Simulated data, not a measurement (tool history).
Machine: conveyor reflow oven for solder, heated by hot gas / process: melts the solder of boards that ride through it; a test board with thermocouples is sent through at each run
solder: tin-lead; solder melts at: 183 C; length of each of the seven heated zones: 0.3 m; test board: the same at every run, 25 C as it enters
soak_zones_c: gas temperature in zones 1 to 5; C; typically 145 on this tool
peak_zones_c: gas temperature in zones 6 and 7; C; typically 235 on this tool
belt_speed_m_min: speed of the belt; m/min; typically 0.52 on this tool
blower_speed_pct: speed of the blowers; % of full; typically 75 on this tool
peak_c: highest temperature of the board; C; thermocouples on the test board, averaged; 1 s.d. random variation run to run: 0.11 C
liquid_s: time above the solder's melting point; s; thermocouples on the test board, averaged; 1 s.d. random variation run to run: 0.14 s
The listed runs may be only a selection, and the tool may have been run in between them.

| run | hour | soak_zones_c | peak_zones_c | belt_speed_m_min | blower_speed_pct | peak_c | liquid_s |
|---|---|---|---|---|---|---|---|
| 1 | 0 | 145 | 235 | 0.52 | 75 | 219.8 | 58 |
| 2 | 53.5 | 145 | 235 | 0.52 | 75 | 219.7 | 57.7 |
| 3 | 102.9 | 145 | 235 | 0.52 | 75 | 219.6 | 57.4 |
|  | 128.8 | belt drive overhauled, speed set with a stopwatch |
|  | 136.3 | thermocouples of zones 6 and 7 changed |
| 4 | 175.1 | 145 | 235 | 0.52 | 82 | 219.3 | 55.2 |
| 5 | 232.5 | 145 | 235 | 0.52 | 82 | 218.8 | 55.1 |
| 6 | 274.1 | 145 | 235 | 0.559 | 75 | 214.2 | 47.5 |
| 7 | 335 | 145 | 235 | 0.559 | 75 | 213.9 | 47 |
|  | 402 | flux residue cleaned out of gas plates and filters |
| 8 | 411.9 | 145 | 235 | 0.559 | 75 | 215.7 | 48.6 |
| 9 | 465.7 | 145 | 235 | 0.559 | 75 | 215.4 | 48.7 |
| 10 | 511.7 | 145 | 235 | 0.52 | 75 | 217.6 | 54.1 |
| 11 | 573.6 | 145 | 235 | 0.52 | 75 | 217.6 | 54.3 |
| 12 | 608.7 | 145 | 235 | 0.52 | 75 | 217.3 | 53.7 |
| 13 | 647.8 | 145 | 235 | 0.52 | 74 | 216.8 | 53.6 |
| 14 | 694.5 | 145 | 248 | 0.52 | 75 | 227.9 | 60.6 |
| 15 | 754.8 | 145 | 235 | 0.52 | 75 | 216.7 | 53.5 |
|  | 802.4 | flux residue cleaned out of gas plates and filters |
| 16 | 825.5 | 145 | 235 | 0.52 | 75 | 218.3 | 54.9 |
| 17 | 862.1 | 145 | 231 | 0.526 | 75 | 214.6 | 51.5 |
| 18 | 898.3 | 145 | 231 | 0.526 | 75 | 214.4 | 51.5 |
| 19 | 968.6 | 145 | 232 | 0.52 | 75 | 215.1 | 52.9 |
| 20 | 1039.3 | 145 | 232 | 0.52 | 75 | 214.9 | 52.6 |
| 21 | 1110.4 | 145 | 232 | 0.52 | 75 | 214.6 | 52.4 |
| 22 | 1174.4 | 145 | 241 | 0.52 | 75 | 221.7 | 57.2 |
|  | 1202.8 | flux residue cleaned out of gas plates and filters |
| 23 | 1210.8 | 145 | 235 | 0.424 | 64 | 221.5 | 71 |

Run 24 comes next. What will it give?
| 24 | 1277.8 | 143 | 235 | 0.44 | 78 | ? | ? |

Logged for run 24: peak_c 223.9 C, liquid_s 69.5 s.
Without the tool's hidden state the same run would have given peak_c 223.3 C, liquid_s 68.2 s.

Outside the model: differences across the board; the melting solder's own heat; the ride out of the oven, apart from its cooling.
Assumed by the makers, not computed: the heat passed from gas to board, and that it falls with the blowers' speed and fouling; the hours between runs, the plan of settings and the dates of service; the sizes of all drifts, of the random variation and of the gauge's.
